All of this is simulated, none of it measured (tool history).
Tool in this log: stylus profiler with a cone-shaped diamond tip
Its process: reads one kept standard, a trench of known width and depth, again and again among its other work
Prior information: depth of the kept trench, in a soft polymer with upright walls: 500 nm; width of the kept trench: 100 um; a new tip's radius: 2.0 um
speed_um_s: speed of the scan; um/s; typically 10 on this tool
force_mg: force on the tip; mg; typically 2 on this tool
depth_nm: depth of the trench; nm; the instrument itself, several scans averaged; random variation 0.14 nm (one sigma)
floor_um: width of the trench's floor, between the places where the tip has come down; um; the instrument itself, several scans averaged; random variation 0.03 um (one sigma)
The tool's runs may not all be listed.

run,hour,speed_um_s,force_mg,depth_nm,floor_um
1,0,10,2,504.49,97.05
2,41,10,2,504.26,97.09
3,83.1,10,2,504.26,97.05
4,120.1,30,2,504.59,96.92
5,169.8,30,2,504.62,96.98
6,211.1,30,2,504.47,96.93
7,248.3,30,2,504.74,96.9
# hour 253.3: height scale calibrated on a step standard
8,277.8,30,2,505.11,96.88
9,308.9,30,2,505.12,96.89
10,357.6,35,2,504.96,96.87
11,404.5,35,2,504.9,96.84
12,434.2,35,2,505.21,96.77
13,479.1,14,2,504.96,96.83
# hour 483: height scale calibrated on a step standard, once more
14,519.4,10,2.25,504.02,96.84
15,552.4,14,1.03,502.16,96.8
16,596.3,36,3.37,505.24,96.74
17,647.8,36,3.37,505.16,96.74
18,697.9,9,3.37,505.6,96.76
19,739,9,3.37,505.63,96.76
20,780.5,5,2,503.98,96.72
21,804.4,5,2,503.9,96.73
22,832.4,4,1.35,503.01,96.7
23,855.9,4,1.35,502.99,96.76
24,901.5,16,4.06,506.54,96.69
25,930.6,7,2.11,504.11,96.71
26,971.8,20,1.21,503.18,96.58

4 options for the next run, each taken on its own from the tool as it stands now. Forecast them:
A,1001.2,10,3.5,?,?
B,1001.2,20,2.42,?,?
C,1001.2,15,2.04,?,?
D,1001.2,33,1.21,?,?

run,depth_nm,floor_um
A,505.89,96.58
B,504.62,96.62
C,504.13,96.64
D,502.97,96.6
The same runs, with their run-to-run variation unchanged, on a tool lacking any hidden condition would have given:
run,depth_nm,floor_um
A,505.59,97.28
B,504.32,97.31
C,503.83,97.33
D,502.67,97.3
